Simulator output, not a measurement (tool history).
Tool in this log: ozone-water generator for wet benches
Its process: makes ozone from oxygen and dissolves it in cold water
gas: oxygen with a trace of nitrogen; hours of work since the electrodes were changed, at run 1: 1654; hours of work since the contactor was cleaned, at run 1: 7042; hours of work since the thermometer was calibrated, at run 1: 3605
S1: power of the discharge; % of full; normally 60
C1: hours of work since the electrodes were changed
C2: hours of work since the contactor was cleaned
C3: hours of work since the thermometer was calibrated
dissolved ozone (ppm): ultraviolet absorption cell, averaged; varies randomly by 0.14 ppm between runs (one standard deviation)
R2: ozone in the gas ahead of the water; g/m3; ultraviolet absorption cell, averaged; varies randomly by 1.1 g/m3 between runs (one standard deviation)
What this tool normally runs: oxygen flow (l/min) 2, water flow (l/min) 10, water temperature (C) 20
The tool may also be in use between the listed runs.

{"run": 1, "hour": 0.0, "S1": 60, "oxygen flow (l/min)": 2, "water flow (l/min)": 10, "water temperature (C)": 20, "C1": 1654, "C2": 7042, "C3": 3605, "dissolved ozone (ppm)": 15.7, "R2": 199.7}
{"run": 2, "hour": 31.4, "S1": 60, "oxygen flow (l/min)": 2, "water flow (l/min)": 10, "water temperature (C)": 20, "C1": 1677, "C2": 7065, "C3": 3629, "dissolved ozone (ppm)": 15.9, "R2": 199.3}
{"run": 3, "hour": 96.9, "S1": 60, "oxygen flow (l/min)": 2.65, "water flow (l/min)": 10, "water temperature (C)": 20, "C1": 1726, "C2": 7114, "C3": 3678, "dissolved ozone (ppm)": 17, "R2": 184.9}
{"run": 4, "hour": 131.5, "S1": 60, "oxygen flow (l/min)": 2, "water flow (l/min)": 15, "water temperature (C)": 20, "C1": 1752, "C2": 7140, "C3": 3703, "dissolved ozone (ppm)": 11.6, "R2": 202}
{"run": 5, "hour": 159.6, "S1": 74, "oxygen flow (l/min)": 2, "water flow (l/min)": 10, "water temperature (C)": 20, "C1": 1773, "C2": 7161, "C3": 3724, "dissolved ozone (ppm)": 18.7, "R2": 237.8}
{"run": 6, "hour": 196.2, "S1": 74, "oxygen flow (l/min)": 2, "water flow (l/min)": 10, "water temperature (C)": 20, "C1": 1800, "C2": 7188, "C3": 3752, "dissolved ozone (ppm)": 18.7, "R2": 236.6}
{"run": 7, "hour": 241.4, "S1": 74, "oxygen flow (l/min)": 2, "water flow (l/min)": 10, "water temperature (C)": 20, "C1": 1834, "C2": 7222, "C3": 3785, "dissolved ozone (ppm)": 18.6, "R2": 237.7}
{"run": 8, "hour": 301.5, "S1": 80, "oxygen flow (l/min)": 2, "water flow (l/min)": 12, "water temperature (C)": 20, "C1": 1878, "C2": 7266, "C3": 3830, "dissolved ozone (ppm)": 17, "R2": 253.7}
{"run": 9, "hour": 344.2, "S1": 60, "oxygen flow (l/min)": 3.24, "water flow (l/min)": 11, "water temperature (C)": 20, "C1": 1910, "C2": 7298, "C3": 3862, "dissolved ozone (ppm)": 16.1, "R2": 171.5}
{"run": 10, "hour": 389.5, "S1": 60, "oxygen flow (l/min)": 2.91, "water flow (l/min)": 11, "water temperature (C)": 20, "C1": 1944, "C2": 7332, "C3": 3896, "dissolved ozone (ppm)": 16.3, "R2": 176}
{"run": 11, "hour": 433.7, "S1": 60, "oxygen flow (l/min)": 2.91, "water flow (l/min)": 11, "water temperature (C)": 20, "C1": 1977, "C2": 7365, "C3": 3929, "dissolved ozone (ppm)": 16.1, "R2": 177}

How would selected steps in dissolved ozone (ppm) from run to run divide? Give the signed amount a tool lacking its hidden state would still show from settings, what came in and random variation, and the signed amount left for the hidden state, including any gauge scatter that is not in both of the compared results.
Hidden state at play: yield of the discharge, % of new electrodes'; contactor's efficiency, % of a clean one's; true water temperature over the reading, C; drift of the gauge itself on ozone_ppm, %; drift of the gauge itself on gas_g_m3, %.
Run 4 -> 5: S1 60 -> 74, water flow (l/min) 15 -> 10. dissolved ozone (ppm) +7.1: hidden state -0.8, all else +7.9.
